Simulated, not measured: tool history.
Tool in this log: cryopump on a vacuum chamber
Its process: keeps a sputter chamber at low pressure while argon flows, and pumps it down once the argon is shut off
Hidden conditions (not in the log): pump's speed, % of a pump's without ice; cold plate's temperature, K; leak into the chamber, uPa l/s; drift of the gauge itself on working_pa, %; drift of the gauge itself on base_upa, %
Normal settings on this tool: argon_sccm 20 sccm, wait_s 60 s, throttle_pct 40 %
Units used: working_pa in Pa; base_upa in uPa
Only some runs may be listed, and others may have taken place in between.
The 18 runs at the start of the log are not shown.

run	hour	argon_sccm	wait_s	throttle_pct	hours of work since the pump was warmed up and emptied	hours of work since the cold head was overhauled	hours of work since the chamber's fittings were tightened	working_pa	base_upa
19	620.5	25	60	27	404	404	787	0.0783	2.32
20	652.5	20	241	38	420	420	803	0.0459	1.82
21	698.2	20	60	21	443	443	826	0.0792	2.5
# hour 740.3: pump warmed up, emptied and cooled again
22	750.7	20	60	21	5	467	850	0.0751	2.22
23	773.9	19	60	40	17	478	862	0.0387	2.26
24	797.6	31	109	28	29	490	874	0.0874	1.89
25	844.6	31	72	40	53	514	898	0.0628	2.07
26	889.7	31	72	40	75	537	920	0.0622	2.23
27	927.5	31	72	40	94	556	939	0.0625	2.26
28	964.8	17	60	40	113	575	958	0.0351	2.49
29	985.1	17	60	40	123	585	968	0.0349	2.47
30	1013.4	11	172	40	138	599	983	0.0231	1.89
31	1040.9	19	172	20	151	613	996	0.0775	2
32	1078.8	20	60	59	170	632	1016	0.0284	2.59
33	1102.4	11	214	33	182	644	1027	0.0287	1.99
# hour 1129.6: leaking fittings of the chamber tightened, without venting
34	1133.1	11	214	33	197	658	2	0.0274	0.45
35	1165	10	101	19	213	674	18	0.0419	0.77

What if the next run were any one of these 3? Each begins from the tool's condition after run 35:
A	1204.7	20	60	30	233	694	38	?	?
B	1204.7	10	178	36	233	694	38	?	?
C	1204.7	15	101	19	233	694	38	?	?

run	working_pa	base_upa
A	0.0551	1.13
B	0.0224	0.56
C	0.0641	0.77
Stripped of hidden state, with their random variation kept, the same runs would have yielded:
run	working_pa	base_upa
A	0.053	1.03
B	0.0214	0.46
C	0.0626	0.68
